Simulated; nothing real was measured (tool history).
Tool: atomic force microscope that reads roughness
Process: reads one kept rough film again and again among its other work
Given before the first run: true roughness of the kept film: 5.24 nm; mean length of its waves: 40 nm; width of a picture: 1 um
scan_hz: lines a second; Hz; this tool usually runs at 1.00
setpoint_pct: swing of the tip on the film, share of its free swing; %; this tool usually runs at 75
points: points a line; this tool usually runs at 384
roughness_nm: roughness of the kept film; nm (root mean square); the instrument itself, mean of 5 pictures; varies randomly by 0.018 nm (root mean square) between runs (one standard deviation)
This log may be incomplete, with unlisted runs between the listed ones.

run   hour  scan_hz  setpoint_pct  points  roughness_nm
  1    0.0     1.00            75     384         4.412
  2   23.3     1.00            75     384         4.279
  3   52.8     1.00            75     388         4.056
  4   75.8     1.00            75     384         3.998
  5   99.9     1.00            75     384         3.892
  6  120.7     1.00            75     384         3.770
  7  136.7     1.00            75     384         3.719
     139.4  -- new tip fitted
  8  168.5     1.00            75     957         4.254
  9  186.5     1.00            75     957         4.181
 10  212.2     0.84            75     384         4.054
 11  229.3     0.84            75     384         3.995
 12  246.8     2.03            75     384         3.609
 13  276.3     0.72            75     384         3.761
     291.3  -- new tip fitted
 14  305.9     1.00            75     726         4.393
 15  327.1     1.00            75     726         4.299
 16  352.3     1.00            75     726         4.111
 17  367.6     1.00            67     384         4.142
 18  388.7     1.00            75     975         3.941
 19  413.9     1.00            75     975         3.764
 20  428.9     1.00            75     384         3.752
     443.6  -- new tip fitted
 21  457.0     1.00            75     466         4.391
 22  488.5     1.00            75     466         4.192
 23  502.9     1.00            75     466         4.133
 24  537.4     1.00            75     466         3.925
 25  565.2     1.00            75     466         3.796
 26  584.7     1.00            75     384         3.700
     595.3  -- new tip fitted
 27  619.3     1.00            68     384         4.410
 28  645.0     1.00            68     384         4.235
 29  666.2     0.97            75     514         4.088
 30  700.4     0.97            75     514         3.865
 31  720.3     1.12            58     706         3.958
     745.6  -- new tip fitted
 32  745.9     0.86            83     437         4.355
 33  776.2     0.86            83     437         4.211
 34  803.6     0.86            83     437         4.037
 35  837.0     3.42            57     376         3.879
 36  859.7     3.42            57     376         3.814
 37  877.5     2.92            77     259         3.259
     897.4  -- new tip fitted
 38  913.2     1.18            60     384         4.534
 39  935.8     1.81            85     574         3.752

The next listed run, before its measurement:
 40  962.6     0.61            62     935             ?

Run 40 yielded roughness_nm 4.324 nm (root mean square).
With no hidden state in the tool, this same run would have given roughness_nm 4.736 nm (root mean square).

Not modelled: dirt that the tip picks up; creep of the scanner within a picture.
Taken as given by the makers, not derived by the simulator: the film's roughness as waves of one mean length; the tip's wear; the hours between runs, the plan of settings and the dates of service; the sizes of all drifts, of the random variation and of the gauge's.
